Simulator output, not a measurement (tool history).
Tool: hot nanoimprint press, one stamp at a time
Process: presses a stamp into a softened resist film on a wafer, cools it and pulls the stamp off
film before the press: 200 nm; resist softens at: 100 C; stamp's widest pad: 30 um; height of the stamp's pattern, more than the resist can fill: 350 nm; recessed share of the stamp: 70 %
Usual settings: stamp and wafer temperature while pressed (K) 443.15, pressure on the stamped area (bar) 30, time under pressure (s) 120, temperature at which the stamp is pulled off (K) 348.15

run	hour	stamp and wafer temperature while pressed (K)	pressure on the stamped area (bar)	time under pressure (s)	temperature at which the stamp is pulled off (K)	resist left under the stamp's widest pad (nm)	greatest force while the stamp is pulled off (N)
1	0	443.15	30	120	348.15	117.6	205
2	8.8	449.15	30	120	348.15	99.9	204
3	20.4	449.15	30	120	348.15	99.6	202
4	31.9	443.15	30	120	348.15	117.3	213
5	42.5	448.15	30	120	348.15	102.7	209
6	53	448.15	30	120	348.15	102.1	205
7	62.4	448.15	30	120	334.15	103.2	232
8	68.6	443.15	30	120	348.15	117.7	214
9	81.3	443.15	30	120	348.15	116.9	212
10	94.7	443.15	30	120	348.15	117.7	213
11	103.5	431.15	30	162	348.15	150.1	224
12	113.5	435.15	21.8	181	344.15	147.9	221
13	122.5	449.15	30	137	337.15	94.3	233
14	133.5	438.15	38	122	337.15	119.9	230
15	144.6	451.15	30	120	350.15	94	216
16	157.3	443.15	45.6	85	348.15	104	219
17	170	443.15	45.6	85	354.15	104	210
18	184.6	443.15	45.6	85	354.15	103.9	214
19	196.5	432.15	23.7	120	348.15	165.1	233
20	208	432.15	23.7	120	348.15	165.7	228

4 ways to go on from here, each from the tool as it stands after run 20. What would each give?
A	216.1	448.15	30	120	348.15	?	?
B	216.1	438.15	26.8	120	348.15	?	?
C	216.1	453.15	28.9	108	348.15	?	?
D	216.1	432.15	23.7	63	348.15	?	?

run	resist left under the stamp's widest pad (nm)	greatest force while the stamp is pulled off (N)
A	101.9	223
B	140.5	226
C	94.2	231
D	178.3	235
Without the tool's hidden state the same runs would have given:
run	resist left under the stamp's widest pad (nm)	greatest force while the stamp is pulled off (N)
A	103.5	202
B	142.5	205
C	95.6	210
D	179.6	213
